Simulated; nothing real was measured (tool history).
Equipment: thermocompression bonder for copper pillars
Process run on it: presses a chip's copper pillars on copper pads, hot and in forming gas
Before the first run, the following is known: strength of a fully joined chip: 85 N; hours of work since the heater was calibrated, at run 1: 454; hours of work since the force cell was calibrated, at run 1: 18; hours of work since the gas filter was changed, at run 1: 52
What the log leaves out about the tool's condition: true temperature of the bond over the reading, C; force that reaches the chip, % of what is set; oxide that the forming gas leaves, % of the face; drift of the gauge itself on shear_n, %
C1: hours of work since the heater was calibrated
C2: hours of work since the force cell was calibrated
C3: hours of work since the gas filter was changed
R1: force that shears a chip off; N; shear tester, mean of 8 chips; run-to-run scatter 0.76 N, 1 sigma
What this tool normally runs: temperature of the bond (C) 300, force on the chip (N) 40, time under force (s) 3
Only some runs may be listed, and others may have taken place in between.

run 1 day=0 | temperature_of_the_bond_(C)=300 force_on_the_chip_(N)=40 time_under_force_(s)=3 | C1=454 C2=18 C3=52 | R1=52.7
run 2 day=2.512 | temperature_of_the_bond_(C)=300 force_on_the_chip_(N)=40 time_under_force_(s)=3 | C1=479 C2=44 C3=77 | R1=52.3
run 3 day=4.625 | temperature_of_the_bond_(C)=271 force_on_the_chip_(N)=40 time_under_force_(s)=3 | C1=501 C2=65 C3=99 | R1=38.8
run 4 day=6.329 | temperature_of_the_bond_(C)=271 force_on_the_chip_(N)=40 time_under_force_(s)=3 | C1=518 C2=82 C3=116 | R1=37.9
run 5 day=7.879 | temperature_of_the_bond_(C)=271 force_on_the_chip_(N)=40 time_under_force_(s)=3 | C1=534 C2=98 C3=132 | R1=37.7
-- day=8.188 forming gas filter changed
run 6 day=9.925 | temperature_of_the_bond_(C)=271 force_on_the_chip_(N)=40 time_under_force_(s)=3 | C1=554 C2=119 C3=18 | R1=40.8
run 7 day=12.988 | temperature_of_the_bond_(C)=271 force_on_the_chip_(N)=40 time_under_force_(s)=3 | C1=585 C2=150 C3=49 | R1=40.1
run 8 day=16.521 | temperature_of_the_bond_(C)=271 force_on_the_chip_(N)=40 time_under_force_(s)=3 | C1=621 C2=186 C3=85 | R1=37.8
run 9 day=20.017 | temperature_of_the_bond_(C)=271 force_on_the_chip_(N)=40 time_under_force_(s)=3 | C1=657 C2=221 C3=120 | R1=37.6
-- day=21.571 forming gas filter changed
run 10 day=23.104 | temperature_of_the_bond_(C)=271 force_on_the_chip_(N)=40 time_under_force_(s)=3 | C1=688 C2=252 C3=16 | R1=40.6
run 11 day=26.842 | temperature_of_the_bond_(C)=271 force_on_the_chip_(N)=36 time_under_force_(s)=3 | C1=726 C2=290 C3=53 | R1=36.7
run 12 day=30.121 | temperature_of_the_bond_(C)=300 force_on_the_chip_(N)=40 time_under_force_(s)=6 | C1=759 C2=323 C3=87 | R1=59.5
run 13 day=33.279 | temperature_of_the_bond_(C)=300 force_on_the_chip_(N)=40 time_under_force_(s)=3 | C1=791 C2=355 C3=119 | R1=49.3
-- day=34.996 forming gas filter changed
run 14 day=36.367 | temperature_of_the_bond_(C)=326 force_on_the_chip_(N)=52 time_under_force_(s)=6 | C1=822 C2=387 C3=14 | R1=77.6
run 15 day=38.738 | temperature_of_the_bond_(C)=298 force_on_the_chip_(N)=43 time_under_force_(s)=2 | C1=846 C2=411 C3=38 | R1=46.1
run 16 day=41.396 | temperature_of_the_bond_(C)=317 force_on_the_chip_(N)=40 time_under_force_(s)=2 | C1=873 C2=438 C3=65 | R1=51
-- day=41.708 heater calibrated with a thermocouple chip
run 17 day=43.758 | temperature_of_the_bond_(C)=317 force_on_the_chip_(N)=40 time_under_force_(s)=2 | C1=21 C2=461 C3=88 | R1=47
run 18 day=45.642 | temperature_of_the_bond_(C)=270 force_on_the_chip_(N)=40 time_under_force_(s)=2 | C1=40 C2=480 C3=107 | R1=29.3
run 19 day=47.558 | temperature_of_the_bond_(C)=306 force_on_the_chip_(N)=36 time_under_force_(s)=2 | C1=59 C2=499 C3=127 | R1=39.9
-- day=48.538 forming gas filter changed
run 20 day=50.417 | temperature_of_the_bond_(C)=306 force_on_the_chip_(N)=36 time_under_force_(s)=5 | C1=88 C2=528 C3=19 | R1=56.5
run 21 day=52.496 | temperature_of_the_bond_(C)=290 force_on_the_chip_(N)=52 time_under_force_(s)=3 | C1=109 C2=549 C3=40 | R1=50.3
run 22 day=55.508 | temperature_of_the_bond_(C)=286 force_on_the_chip_(N)=42 time_under_force_(s)=3 | C1=140 C2=580 C3=71 | R1=40.8
-- day=57.45 heater calibrated with a thermocouple chip, once more
run 23 day=57.975 | temperature_of_the_bond_(C)=286 force_on_the_chip_(N)=42 time_under_force_(s)=3 | C1=5 C2=604 C3=95 | R1=47.2
run 24 day=61.346 | temperature_of_the_bond_(C)=273 force_on_the_chip_(N)=31 time_under_force_(s)=4 | C1=40 C2=638 C3=129 | R1=37.6
-- day=61.896 forming gas filter changed
run 25 day=64.667 | temperature_of_the_bond_(C)=273 force_on_the_chip_(N)=31 time_under_force_(s)=4 | C1=73 C2=672 C3=28 | R1=40.6

Here are 4 independent what-if runs from the current tool condition. What would each one return?
run A day=67.233 | temperature_of_the_bond_(C)=273 force_on_the_chip_(N)=41 time_under_force_(s)=3 | C1=99 C2=698 C3=54 | R1=?
run B day=67.233 | temperature_of_the_bond_(C)=316 force_on_the_chip_(N)=31 time_under_force_(s)=4 | C1=99 C2=698 C3=54 | R1=?
run C day=67.233 | temperature_of_the_bond_(C)=273 force_on_the_chip_(N)=31 time_under_force_(s)=7 | C1=99 C2=698 C3=54 | R1=?
run D day=67.233 | temperature_of_the_bond_(C)=300 force_on_the_chip_(N)=40 time_under_force_(s)=3 | C1=99 C2=698 C3=54 | R1=?

run=A R1=42
run=B R1=58.5
run=C R1=48.8
run=D R1=53.6
With the hidden condition removed and each run's random variation left untouched, the same runs would have given:
run=A R1=45.5
run=B R1=62.7
run=C R1=52.6
run=D R1=57.6
